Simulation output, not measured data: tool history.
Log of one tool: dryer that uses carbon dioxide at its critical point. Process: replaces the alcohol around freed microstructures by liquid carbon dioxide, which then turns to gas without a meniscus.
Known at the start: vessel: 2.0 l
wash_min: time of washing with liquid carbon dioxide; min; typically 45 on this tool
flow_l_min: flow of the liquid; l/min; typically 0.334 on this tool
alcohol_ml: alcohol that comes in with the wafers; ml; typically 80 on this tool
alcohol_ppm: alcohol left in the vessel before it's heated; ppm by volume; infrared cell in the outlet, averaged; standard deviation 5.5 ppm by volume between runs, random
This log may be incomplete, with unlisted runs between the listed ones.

run,hour,wash_min,flow_l_min,alcohol_ml,alcohol_ppm
1,0,45,0.334,80,206
2,20.1,37,0.334,80,478
3,32.8,37,0.334,80,474
4,52.4,45,0.334,80,205
5,79.4,45,0.334,80,218
6,103,45,0.449,80,58
7,115.6,45,0.449,80,75
8,143.7,45,0.334,80,231

Predict the results of run 9:
9,170.1,49,0.302,80,?

{"run 9": {"alcohol_ppm": 245}}
If the tool had no hidden condition, the same run with the same run-to-run variation would have returned alcohol_ppm 162 ppm by volume.
